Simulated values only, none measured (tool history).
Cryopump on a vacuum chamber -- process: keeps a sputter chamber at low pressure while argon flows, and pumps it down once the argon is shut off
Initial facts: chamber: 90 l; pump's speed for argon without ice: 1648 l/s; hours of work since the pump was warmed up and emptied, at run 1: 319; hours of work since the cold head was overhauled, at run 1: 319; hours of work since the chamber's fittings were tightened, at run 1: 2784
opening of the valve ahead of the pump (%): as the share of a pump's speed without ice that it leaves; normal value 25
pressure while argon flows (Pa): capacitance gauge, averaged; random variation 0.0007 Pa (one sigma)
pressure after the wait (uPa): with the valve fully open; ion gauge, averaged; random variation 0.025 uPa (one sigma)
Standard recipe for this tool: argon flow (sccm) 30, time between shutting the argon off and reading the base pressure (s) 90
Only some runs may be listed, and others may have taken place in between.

run   hour  argon flow (sccm)  time between shutting the argon off and reading the base pressure (s)  opening of the valve ahead of the pump (%)  hours of work since the pump was warmed up and emptied  hours of work since the cold head was overhauled  hours of work since the chamber's fittings were tightened  pressure while argon flows (Pa)  pressure after the wait (uPa)
  1    0.0                 30                                                                     90                                          25                                                     319                                               319                                                       2784                           0.1362                           2.84
  2   28.8                 30                                                                     90                                          25                                                     342                                               342                                                       2808                           0.1376                           2.84
  3   52.4                 30                                                                     90                                          25                                                     362                                               362                                                       2827                           0.1392                           2.92
      62.6  -- pump warmed up, emptied and cooled again
  4   78.8                 30                                                                     90                                          25                                                      13                                               379                                                       2844                           0.1239                           2.25
  5  107.1                 30                                                                     90                                          25                                                      36                                               402                                                       2867                           0.1251                           2.32
  6  132.1                 15                                                                     90                                          25                                                      57                                               423                                                       2888                           0.0626                           2.41
  7  169.7                 15                                                                     90                                          25                                                      88                                               453                                                       2919                           0.0642                           2.38
  8  186.7                 30                                                                     90                                          45                                                     102                                               467                                                       2933                           0.0715                           2.39
  9  224.2                 30                                                                     90                                          45                                                     132                                               498                                                       2963                           0.0740                           2.40
 10  243.8                 30                                                                     90                                          45                                                     148                                               514                                                       2979                           0.0743                           2.56
 11  265.6                 30                                                                     90                                          36                                                     166                                               532                                                       2997                           0.0910                           2.66
 12  290.3                 30                                                                     90                                          36                                                     186                                               552                                                       3017                           0.0932                           2.66
 13  307.5                 30                                                                    141                                          36                                                     200                                               566                                                       3031                           0.0934                           2.34
 14  330.5                 30                                                                    141                                          36                                                     219                                               585                                                       3050                           0.0943                           2.43
 15  361.0                 30                                                                    141                                          23                                                     244                                               610                                                       3075                           0.1438                           2.51
 16  384.3                 30                                                                    141                                          23                                                     263                                               629                                                       3094                           0.1440                           2.60
 17  409.0                 30                                                                    141                                          23                                                     284                                               649                                                       3115                           0.1458                           2.76
 18  439.1                 19                                                                     24                                          17                                                     308                                               674                                                       3139                           0.1237                           5.20
 19  461.1                 23                                                                    103                                          30                                                     326                                               692                                                       3157                           0.0886                           2.89
 20  478.0                 28                                                                     36                                          43                                                     340                                               706                                                       3171                           0.0822                           4.44
     514.1  -- pump warmed up, emptied and cooled again
 21  517.4                 30                                                                    175                                          31                                                       3                                               734                                                       3199                           0.0993                           2.00
 22  554.8                 22                                                                     30                                          43                                                      33                                               765                                                       3230                           0.0536                           4.12
 23  574.4                 22                                                                     30                                          17                                                      49                                               781                                                       3246                           0.1349                           4.17
 24  601.1                 22                                                                     30                                          17                                                      71                                               802                                                       3268                           0.1336                           4.14
 25  620.8                 31                                                                    211                                          25                                                      87                                               819                                                       3284                           0.1299                           2.08
 26  645.1                 27                                                                    116                                          17                                                     107                                               838                                                       3304                           0.1671                           2.42
 27  665.4                 35                                                                     90                                          25                                                     124                                               855                                                       3320                           0.1491                           2.63
 28  695.6                 30                                                                    298                                          25                                                     149                                               880                                                       3345                           0.1283                           2.12
 29  718.3                 54                                                                    298                                          25                                                     167                                               898                                                       3364                           0.2327                           2.21
 30  740.6                 54                                                                    298                                          25                                                     185                                               917                                                       3382                           0.2353                           2.27
 31  777.7                 54                                                                    298                                          25                                                     216                                               947                                                       3412                           0.2377                           2.30
 32  810.1                 14                                                                     90                                          22                                                     242                                               973                                                       3439                           0.0697                           2.95
 33  836.7                 14                                                                     90                                          22                                                     264                                               995                                                       3460                           0.0693                           3.04

Here are 3 independent what-if runs from the current tool condition. What would each one return?
  A  870.1                 13                                                                    274                                          17                                                     291                                              1023                                                       3488                                ?                              ?
  B  870.1                 15                                                                     72                                          30                                                     291                                              1023                                                       3488                                ?                              ?
  C  870.1                 21                                                                     32                                          44                                                     291                                              1023                                                       3488                                ?                              ?

run  pressure while argon flows (Pa)  pressure after the wait (uPa)
  A                           0.0836                           2.65
  B                           0.0581                           3.34
  C                           0.0579                           4.55
Without the tool's unlogged condition, the same runs would have read:
run  pressure while argon flows (Pa)  pressure after the wait (uPa)
  A                           0.0784                           0.47
  B                           0.0520                           1.20
  C                           0.0495                           2.43

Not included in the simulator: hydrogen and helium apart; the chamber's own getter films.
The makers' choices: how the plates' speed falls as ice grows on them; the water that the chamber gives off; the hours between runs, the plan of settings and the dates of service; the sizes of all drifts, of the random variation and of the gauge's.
